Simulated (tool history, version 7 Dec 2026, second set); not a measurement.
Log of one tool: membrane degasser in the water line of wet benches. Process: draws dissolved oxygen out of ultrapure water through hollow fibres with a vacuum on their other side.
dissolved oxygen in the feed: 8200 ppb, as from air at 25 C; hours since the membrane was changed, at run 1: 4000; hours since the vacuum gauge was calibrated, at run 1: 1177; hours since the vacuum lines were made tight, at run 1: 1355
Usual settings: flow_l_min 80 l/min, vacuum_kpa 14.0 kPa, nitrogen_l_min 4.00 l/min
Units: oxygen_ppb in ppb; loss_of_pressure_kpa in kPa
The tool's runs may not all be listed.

run   hour  flow_l_min  vacuum_kpa  nitrogen_l_min  hours since the membrane was changed  hours since the vacuum gauge was calibrated  hours since the vacuum lines were made tight  oxygen_ppb  loss_of_pressure_kpa
  1    0.0          80        14.0            4.00                                  4000                                         1177                                          1355       511.7                 50.15
  2  105.8          80        14.0            1.79                                  4106                                         1283                                          1460       916.6                 50.48
  3  197.8          80        14.0            6.66                                  4198                                         1375                                          1552       346.8                 50.60
  4  258.8          80        14.0            6.66                                  4259                                         1436                                          1613       348.1                 50.33
  5  373.7          80        14.0            6.66                                  4374                                         1551                                          1728       350.1                 50.68
  6  425.0          80        14.0            6.66                                  4425                                         1602                                          1780       349.5                 50.69
  7  508.5          80        11.6            9.04                                  4509                                         1686                                          1863       230.5                 50.42
     519.8  -- vacuum gauge calibrated
  8  602.0         123        14.0            4.00                                  4602                                           82                                          1956       846.0                 77.89
  9  708.5         123        18.1            4.00                                  4708                                          189                                          2063      1061.7                 77.80
 10  816.5         123        27.0            4.00                                  4816                                          297                                          2171      1496.5                 78.11
 11  867.1          80        31.6            3.26                                  4867                                          347                                          2221      1353.7                 50.73
 12  945.2          80        31.6            3.26                                  4945                                          425                                          2299      1356.7                 50.57

Forecast each of these 3 alternatives for the next run:
  A  1001.9          80         9.2            4.00                                  5002                                          482                                          2356           ?                     ?
  B  1001.9         123        12.4            5.63                                  5002                                          482                                          2356           ?                     ?
  C  1001.9          59        26.2            1.86                                  5002                                          482                                          2356           ?                     ?

run  oxygen_ppb  loss_of_pressure_kpa
  A       322.5                 50.93
  B       631.7                 77.90
  C      1341.2                 37.50
Without the tool's hidden state the same runs would have given:
run  oxygen_ppb  loss_of_pressure_kpa
  A       307.6                 49.18
  B       601.3                 75.22
  C      1329.1                 36.22
